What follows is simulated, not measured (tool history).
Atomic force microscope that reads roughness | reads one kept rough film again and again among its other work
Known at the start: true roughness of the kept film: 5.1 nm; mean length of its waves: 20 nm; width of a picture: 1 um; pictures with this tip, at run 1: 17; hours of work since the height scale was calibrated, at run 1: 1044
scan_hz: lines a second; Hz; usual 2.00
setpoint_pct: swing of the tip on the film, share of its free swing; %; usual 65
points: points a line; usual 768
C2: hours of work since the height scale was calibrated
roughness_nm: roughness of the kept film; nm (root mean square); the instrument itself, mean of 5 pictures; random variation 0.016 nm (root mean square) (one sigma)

{"run": 1, "hour": 0.0, "scan_hz": 2.0, "setpoint_pct": 65, "points": 768, "pictures with this tip": 17, "C2": 1044, "roughness_nm": 3.802}
{"run": 2, "hour": 60.6, "scan_hz": 2.0, "setpoint_pct": 65, "points": 768, "pictures with this tip": 148, "C2": 1086, "roughness_nm": 2.901}
{"hour": 83.1, "done": "new tip fitted"}
{"hour": 99.9, "done": "height scale calibrated on a step standard"}
{"run": 3, "hour": 105.4, "scan_hz": 2.0, "setpoint_pct": 65, "points": 768, "pictures with this tip": 46, "C2": 4, "roughness_nm": 3.493}
{"run": 4, "hour": 162.1, "scan_hz": 2.0, "setpoint_pct": 84, "points": 768, "pictures with this tip": 168, "C2": 44, "roughness_nm": 2.591}
{"hour": 173.9, "done": "new tip fitted"}
{"run": 5, "hour": 240.2, "scan_hz": 2.0, "setpoint_pct": 84, "points": 768, "pictures with this tip": 143, "C2": 99, "roughness_nm": 2.59}
{"hour": 266.8, "done": "new tip fitted"}
{"run": 6, "hour": 283.4, "scan_hz": 2.0, "setpoint_pct": 65, "points": 768, "pictures with this tip": 36, "C2": 129, "roughness_nm": 3.605}
{"run": 7, "hour": 327.9, "scan_hz": 2.0, "setpoint_pct": 66, "points": 768, "pictures with this tip": 132, "C2": 160, "roughness_nm": 2.957}
{"hour": 355.1, "done": "new tip fitted"}
{"run": 8, "hour": 371.1, "scan_hz": 2.0, "setpoint_pct": 65, "points": 768, "pictures with this tip": 34, "C2": 190, "roughness_nm": 3.601}
{"hour": 444.9, "done": "new tip fitted"}
{"run": 9, "hour": 454.0, "scan_hz": 2.0, "setpoint_pct": 65, "points": 768, "pictures with this tip": 20, "C2": 248, "roughness_nm": 3.705}
{"hour": 533.7, "done": "new tip fitted"}
{"run": 10, "hour": 536.7, "scan_hz": 2.0, "setpoint_pct": 65, "points": 768, "pictures with this tip": 7, "C2": 306, "roughness_nm": 3.857}
{"run": 11, "hour": 585.6, "scan_hz": 2.0, "setpoint_pct": 65, "points": 768, "pictures with this tip": 112, "C2": 341, "roughness_nm": 2.981}
{"hour": 626.6, "done": "new tip fitted"}
{"run": 12, "hour": 640.1, "scan_hz": 2.0, "setpoint_pct": 65, "points": 768, "pictures with this tip": 29, "C2": 379, "roughness_nm": 3.629}
{"run": 13, "hour": 697.7, "scan_hz": 2.0, "setpoint_pct": 65, "points": 768, "pictures with this tip": 154, "C2": 420, "roughness_nm": 2.8}
{"hour": 718.3, "done": "new tip fitted"}
{"run": 14, "hour": 766.9, "scan_hz": 2.0, "setpoint_pct": 65, "points": 768, "pictures with this tip": 105, "C2": 468, "roughness_nm": 3.114}
{"hour": 809.9, "done": "new tip fitted"}
{"run": 15, "hour": 820.0, "scan_hz": 2.0, "setpoint_pct": 65, "points": 768, "pictures with this tip": 22, "C2": 505, "roughness_nm": 3.712}
{"run": 16, "hour": 870.9, "scan_hz": 0.83, "setpoint_pct": 65, "points": 768, "pictures with this tip": 132, "C2": 541, "roughness_nm": 2.917}
{"hour": 901.1, "done": "new tip fitted"}
{"run": 17, "hour": 939.3, "scan_hz": 2.0, "setpoint_pct": 65, "points": 768, "pictures with this tip": 82, "C2": 589, "roughness_nm": 3.304}
{"run": 18, "hour": 985.5, "scan_hz": 2.0, "setpoint_pct": 65, "points": 768, "pictures with this tip": 182, "C2": 621, "roughness_nm": 2.689}
{"hour": 990.0, "done": "new tip fitted"}
{"run": 19, "hour": 1066.2, "scan_hz": 2.0, "setpoint_pct": 65, "points": 768, "pictures with this tip": 165, "C2": 678, "roughness_nm": 2.727}
{"hour": 1079.0, "done": "new tip fitted"}
{"run": 20, "hour": 1140.8, "scan_hz": 0.73, "setpoint_pct": 65, "points": 768, "pictures with this tip": 134, "C2": 730, "roughness_nm": 2.919}
{"hour": 1170.0, "done": "new tip fitted"}
{"run": 21, "hour": 1191.3, "scan_hz": 2.0, "setpoint_pct": 65, "points": 768, "pictures with this tip": 46, "C2": 766, "roughness_nm": 3.555}
{"run": 22, "hour": 1237.6, "scan_hz": 2.0, "setpoint_pct": 65, "points": 768, "pictures with this tip": 147, "C2": 798, "roughness_nm": 2.907}
{"hour": 1257.6, "done": "new tip fitted"}
{"run": 23, "hour": 1276.7, "scan_hz": 2.0, "setpoint_pct": 65, "points": 768, "pictures with this tip": 41, "C2": 825, "roughness_nm": 3.577}
{"hour": 1347.2, "done": "new tip fitted"}
{"run": 24, "hour": 1351.1, "scan_hz": 2.0, "setpoint_pct": 65, "points": 768, "pictures with this tip": 9, "C2": 878, "roughness_nm": 3.892}
{"run": 25, "hour": 1404.7, "scan_hz": 2.0, "setpoint_pct": 65, "points": 768, "pictures with this tip": 125, "C2": 915, "roughness_nm": 2.9}
{"hour": 1440.0, "done": "new tip fitted"}
{"run": 26, "hour": 1441.4, "scan_hz": 1.51, "setpoint_pct": 56, "points": 300, "pictures with this tip": 3, "C2": 941, "roughness_nm": 3.973}
{"run": 27, "hour": 1513.2, "scan_hz": 1.51, "setpoint_pct": 56, "points": 300, "pictures with this tip": 159, "C2": 992, "roughness_nm": 2.778}
{"hour": 1532.1, "done": "new tip fitted"}
{"run": 28, "hour": 1568.6, "scan_hz": 2.0, "setpoint_pct": 58, "points": 328, "pictures with this tip": 79, "C2": 1030, "roughness_nm": 3.215}
{"hour": 1622.6, "done": "new tip fitted"}
{"run": 29, "hour": 1627.3, "scan_hz": 3.93, "setpoint_pct": 65, "points": 768, "pictures with this tip": 10, "C2": 1071, "roughness_nm": 3.76}
{"run": 30, "hour": 1668.7, "scan_hz": 2.37, "setpoint_pct": 63, "points": 768, "pictures with this tip": 100, "C2": 1101, "roughness_nm": 3.067}
{"hour": 1688.5, "done": "height scale calibrated on a step standard"}
{"hour": 1711.5, "done": "new tip fitted"}
{"run": 31, "hour": 1751.2, "scan_hz": 1.36, "setpoint_pct": 62, "points": 567, "pictures with this tip": 86, "C2": 44, "roughness_nm": 3.136}
{"hour": 1801.6, "done": "new tip fitted"}
{"run": 32, "hour": 1817.0, "scan_hz": 1.36, "setpoint_pct": 61, "points": 567, "pictures with this tip": 33, "C2": 90, "roughness_nm": 3.554}
{"hour": 1889.5, "done": "new tip fitted"}
{"run": 33, "hour": 1891.3, "scan_hz": 0.63, "setpoint_pct": 80, "points": 768, "pictures with this tip": 4, "C2": 142, "roughness_nm": 3.915}
{"run": 34, "hour": 1958.1, "scan_hz": 2.0, "setpoint_pct": 83, "points": 768, "pictures with this tip": 148, "C2": 189, "roughness_nm": 2.622}
{"hour": 1979.1, "done": "new tip fitted"}
{"run": 35, "hour": 2016.7, "scan_hz": 0.64, "setpoint_pct": 60, "points": 768, "pictures with this tip": 81, "C2": 230, "roughness_nm": 3.29}
{"hour": 2069.3, "done": "new tip fitted"}
{"run": 36, "hour": 2086.3, "scan_hz": 0.64, "setpoint_pct": 60, "points": 768, "pictures with this tip": 37, "C2": 279, "roughness_nm": 3.657}
{"hour": 2156.6, "done": "new tip fitted"}
{"run": 37, "hour": 2171.6, "scan_hz": 0.64, "setpoint_pct": 60, "points": 754, "pictures with this tip": 32, "C2": 339, "roughness_nm": 3.64}
{"run": 38, "hour": 2208.3, "scan_hz": 2.0, "setpoint_pct": 84, "points": 397, "pictures with this tip": 112, "C2": 365, "roughness_nm": 2.805}
{"hour": 2247.4, "done": "new tip fitted"}
{"run": 39, "hour": 2260.3, "scan_hz": 2.0, "setpoint_pct": 84, "points": 397, "pictures with this tip": 28, "C2": 401, "roughness_nm": 3.356}
{"run": 40, "hour": 2316.3, "scan_hz": 2.0, "setpoint_pct": 84, "points": 397, "pictures with this tip": 149, "C2": 440, "roughness_nm": 2.568}
{"hour": 2340.2, "done": "new tip fitted"}
{"run": 41, "hour": 2377.0, "scan_hz": 2.0, "setpoint_pct": 84, "points": 397, "pictures with this tip": 79, "C2": 483, "roughness_nm": 2.982}
{"hour": 2431.1, "done": "new tip fitted"}
{"run": 42, "hour": 2445.0, "scan_hz": 0.77, "setpoint_pct": 88, "points": 807, "pictures with this tip": 30, "C2": 530, "roughness_nm": 3.531}
{"hour": 2523.4, "done": "new tip fitted"}
{"run": 43, "hour": 2530.6, "scan_hz": 2.24, "setpoint_pct": 62, "points": 834, "pictures with this tip": 16, "C2": 590, "roughness_nm": 3.789}
{"run": 44, "hour": 2598.1, "scan_hz": 2.24, "setpoint_pct": 77, "points": 450, "pictures with this tip": 162, "C2": 638, "roughness_nm": 2.593}
{"hour": 2612.5, "done": "new tip fitted"}
{"run": 45, "hour": 2641.5, "scan_hz": 2.86, "setpoint_pct": 61, "points": 435, "pictures with this tip": 62, "C2": 668, "roughness_nm": 3.332}
{"run": 46, "hour": 2679.2, "scan_hz": 2.86, "setpoint_pct": 75, "points": 707, "pictures with this tip": 144, "C2": 695, "roughness_nm": 2.716}
{"hour": 2699.4, "done": "new tip fitted"}
{"run": 47, "hour": 2733.3, "scan_hz": 2.86, "setpoint_pct": 75, "points": 707, "pictures with this tip": 73, "C2": 733, "roughness_nm": 3.136}
{"hour": 2792.3, "done": "new tip fitted"}
{"run": 48, "hour": 2816.2, "scan_hz": 2.86, "setpoint_pct": 75, "points": 707, "pictures with this tip": 51, "C2": 791, "roughness_nm": 3.293}
{"run": 49, "hour": 2864.9, "scan_hz": 2.86, "setpoint_pct": 75, "points": 707, "pictures with this tip": 157, "C2": 825, "roughness_nm": 2.643}

The same runs without the tool's hidden state, with the same run-to-run variation:
The hidden state here: radius of the tip, nm; height scale over the true one, %; drift of the gauge itself on roughness_nm, %.
run=1 roughness_nm=3.940
run=2 roughness_nm=3.936
run=3 roughness_nm=3.921
run=4 roughness_nm=3.748
run=5 roughness_nm=3.707
run=6 roughness_nm=3.924
run=7 roughness_nm=3.906
run=8 roughness_nm=3.936
run=9 roughness_nm=3.938
run=10 roughness_nm=3.937
run=11 roughness_nm=3.928
run=12 roughness_nm=3.944
run=13 roughness_nm=3.939
run=14 roughness_nm=3.925
run=15 roughness_nm=3.918
run=16 roughness_nm=3.980
run=17 roughness_nm=3.946
run=18 roughness_nm=3.917
run=19 roughness_nm=3.916
run=20 roughness_nm=4.017
run=21 roughness_nm=3.946
run=22 roughness_nm=3.954
run=23 roughness_nm=3.924
run=24 roughness_nm=3.926
run=25 roughness_nm=3.928
run=26 roughness_nm=3.942
run=27 roughness_nm=3.891
run=28 roughness_nm=3.909
run=29 roughness_nm=3.806
run=30 roughness_nm=3.932
run=31 roughness_nm=3.932
run=32 roughness_nm=3.947
run=33 roughness_nm=3.980
run=34 roughness_nm=3.740
run=35 roughness_nm=4.033
run=36 roughness_nm=4.025
run=37 roughness_nm=4.019
run=38 roughness_nm=3.695
run=39 roughness_nm=3.656
run=40 roughness_nm=3.668
run=41 roughness_nm=3.664
run=42 roughness_nm=3.882
run=43 roughness_nm=3.966
run=44 roughness_nm=3.765
run=45 roughness_nm=3.885
run=46 roughness_nm=3.744
run=47 roughness_nm=3.748
run=48 roughness_nm=3.732
run=49 roughness_nm=3.764
